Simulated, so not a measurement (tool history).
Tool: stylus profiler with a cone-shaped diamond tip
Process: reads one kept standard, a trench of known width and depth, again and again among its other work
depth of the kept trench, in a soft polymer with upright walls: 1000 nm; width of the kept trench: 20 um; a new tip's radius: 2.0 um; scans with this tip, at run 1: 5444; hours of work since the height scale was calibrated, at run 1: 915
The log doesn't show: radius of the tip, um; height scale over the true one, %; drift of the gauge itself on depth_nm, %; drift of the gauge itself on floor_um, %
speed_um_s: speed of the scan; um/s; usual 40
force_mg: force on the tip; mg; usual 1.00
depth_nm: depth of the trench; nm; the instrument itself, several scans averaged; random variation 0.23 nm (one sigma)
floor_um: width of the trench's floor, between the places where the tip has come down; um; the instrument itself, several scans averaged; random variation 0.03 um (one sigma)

run    hour  speed_um_s  force_mg  scans with this tip  hours of work since the height scale was calibrated  depth_nm  floor_um
  1     0.0          40      1.00                 5444                                                  915   1009.14     16.35
  2    42.0          40      2.33                 5584                                                  938   1016.41     16.44
  3   117.0          40      0.90                 5836                                                  980   1008.86     16.31
  4   171.5          16      1.00                 6018                                                 1011   1009.07     16.38
  5   205.2          99      1.00                 6131                                                 1030   1009.27     15.98
  6   247.3          40      1.00                 6272                                                 1054   1008.78     16.32
  7   281.5          40      1.00                 6387                                                 1073   1009.56     16.30
  8   355.7          40      2.70                 6636                                                 1115   1018.31     16.38
  9   397.7          40      2.70                 6777                                                 1139   1018.14     16.41
 10   461.0          40      2.21                 6989                                                 1174   1015.57     16.37
 11   500.4          40      2.21                 7121                                                 1196   1015.62     16.38
 12   550.5          40      1.00                 7289                                                 1225   1009.37     16.30
 13   584.1          40      1.00                 7401                                                 1243   1009.17     16.29
 14   640.4          40      1.00                 7590                                                 1275   1009.32     16.39
 15   712.8          10      1.00                 7832                                                 1316   1009.47     16.51
 16   778.2          10      1.00                 8052                                                 1353   1009.06     16.43
 17   854.1          40      1.91                 8306                                                 1396   1013.93     16.36
 18   934.0          17      0.71                 8574                                                 1441   1007.86     16.41
 19  1010.2          16      1.63                 8829                                                 1483   1013.05     16.44
 20  1078.5          16      1.63                 9058                                                 1522   1013.05     16.48
 21  1156.6          66      1.13                 9320                                                 1566   1010.09     16.15
 22  1235.6          20      2.80                 9584                                                 1610   1018.78     16.44
 23  1308.2          12      0.56                 9828                                                 1651   1006.95     16.44
     1352.7  -- height scale calibrated on a step standard
 24  1382.2          80      0.67                10074                                                   17   1007.20     16.04
 25  1455.8          80      0.67                10320                                                   58   1007.34     16.04
 26  1491.5          30      1.71                10440                                                   78   1013.38     16.38
 27  1570.6          60      1.78                10705                                                  123   1013.39     16.24
 28  1651.5          60      1.78                10976                                                  168   1013.39     16.30
 29  1701.8          60      1.78                11145                                                  197   1013.48     16.34
 30  1759.0          20      1.78                11337                                                  229   1013.56     16.48
 31  1801.9          51      1.88                11480                                                  253   1014.52     16.33

Hidden state at the last listed run before each entry between runs and at the first one after, where it differs:
Between runs 23 and 24: height scale calibrated on a step standard (hour 1352.7)
  height scale over the true one, %: -0.002 -> 0

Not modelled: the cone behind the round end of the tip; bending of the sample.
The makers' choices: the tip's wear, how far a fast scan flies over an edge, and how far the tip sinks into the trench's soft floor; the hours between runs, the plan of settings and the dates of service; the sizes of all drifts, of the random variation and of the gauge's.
